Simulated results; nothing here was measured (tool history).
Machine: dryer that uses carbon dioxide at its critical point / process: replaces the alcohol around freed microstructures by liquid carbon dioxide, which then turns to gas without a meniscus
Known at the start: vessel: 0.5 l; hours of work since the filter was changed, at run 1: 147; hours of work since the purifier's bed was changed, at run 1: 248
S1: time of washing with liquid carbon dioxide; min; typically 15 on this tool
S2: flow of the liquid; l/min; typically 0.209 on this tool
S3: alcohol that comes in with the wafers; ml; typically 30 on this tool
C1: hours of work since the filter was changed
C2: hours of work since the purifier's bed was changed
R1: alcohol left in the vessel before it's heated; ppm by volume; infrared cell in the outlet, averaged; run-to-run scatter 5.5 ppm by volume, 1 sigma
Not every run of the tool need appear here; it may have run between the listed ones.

run	hour	S1	S2	S3	C1	C2	R1
1	0.0	15	0.209	30	147	248	451
2	14.9	15	0.209	30	154	254	470
3	23.7	15	0.209	30	157	258	477
4	36.0	15	0.209	30	163	263	498
# hour 45.2: inlet filter changed
5	52.1	15	0.209	30	3	270	214
6	62.7	15	0.209	30	7	274	226
7	70.3	15	0.209	30	11	278	225
8	85.0	15	0.209	30	17	284	231
9	92.7	15	0.209	30	20	287	244
10	100.5	15	0.198	30	24	291	312
11	108.9	15	0.198	30	27	294	313
12	116.3	15	0.198	30	30	297	316
13	124.0	15	0.209	30	34	301	264
14	130.8	15	0.209	30	37	304	267
15	141.4	15	0.294	56	41	308	109
16	155.2	9	0.209	96	47	314	6422
17	164.9	9	0.209	96	51	318	6825
18	172.4	15	0.315	92	55	321	98
19	182.1	24	0.255	119	59	326	79
20	195.7	10	0.209	62	64	331	3173
21	204.4	21	0.345	34	68	335	61
22	214.1	21	0.345	34	72	339	64
23	224.5	21	0.345	34	77	344	64
24	238.3	10	0.165	26	83	350	3117
25	245.7	10	0.165	26	86	353	3181
26	257.8	15	0.188	75	91	358	1274
27	269.5	15	0.188	75	96	363	1339

Predict each of these 5 candidate next runs independently; none follows another, all start after run 27:
A	282.6	15	0.172	30	102	369	?
B	282.6	13	0.188	75	102	369	?
C	282.6	17	0.191	30	102	369	?
D	282.6	12	0.160	38	102	369	?
E	282.6	23	0.262	25	102	369	?

run	R1
A	851
B	2501
C	329
D	3183
E	74
Without the tool's unlogged condition, the same runs would have read:
run	R1
A	451
B	1436
C	130
D	2056
E	3
